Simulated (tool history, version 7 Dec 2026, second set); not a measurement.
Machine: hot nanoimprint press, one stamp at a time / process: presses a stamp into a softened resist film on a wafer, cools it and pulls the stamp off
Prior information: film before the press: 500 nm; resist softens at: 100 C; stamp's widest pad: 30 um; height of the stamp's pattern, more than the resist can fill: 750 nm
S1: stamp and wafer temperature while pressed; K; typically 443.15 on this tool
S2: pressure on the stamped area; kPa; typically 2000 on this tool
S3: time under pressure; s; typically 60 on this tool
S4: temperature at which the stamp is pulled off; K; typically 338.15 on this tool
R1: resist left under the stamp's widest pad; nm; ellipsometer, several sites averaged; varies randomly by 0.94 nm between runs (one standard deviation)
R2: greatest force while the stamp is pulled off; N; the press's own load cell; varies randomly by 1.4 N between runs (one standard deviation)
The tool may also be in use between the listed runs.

run	hour	S1	S2	S3	S4	R1	R2
1	0	443.15	2000	60	338.15	247.2	110
2	8.9	443.15	2000	60	338.15	247.3	113
3	15.3	443.15	2000	60	338.15	248.3	112
4	22	443.15	2000	60	338.15	246.5	113
5	29.3	443.15	1340	60	338.15	295.1	113
6	40.4	443.15	2000	60	338.15	249.5	116
7	54.1	443.15	2000	60	338.15	250.4	119
8	68.1	439.15	1880	60	333.15	308.5	128
# hour 77: plate thermocouple calibrated
9	79	435.15	1430	61	332.15	382.3	134
10	86.3	435.15	1430	61	332.15	384.2	131
11	95.3	443.15	2250	60	338.15	227.4	118
# hour 115.1: stamp cleaned and given a new release coat
12	115.1	443.15	2000	39	338.15	279	110
13	121.8	449.15	2840	60	338.15	148.1	109

Run 14 is up next; what results do you expect?
14	132.5	449.15	2840	60	338.15	?	?

Run 14 gave R1 149.6 nm, R2 110 N.
Without the tool's hidden state the same run would have given R1 148.5 nm, R2 108 N.
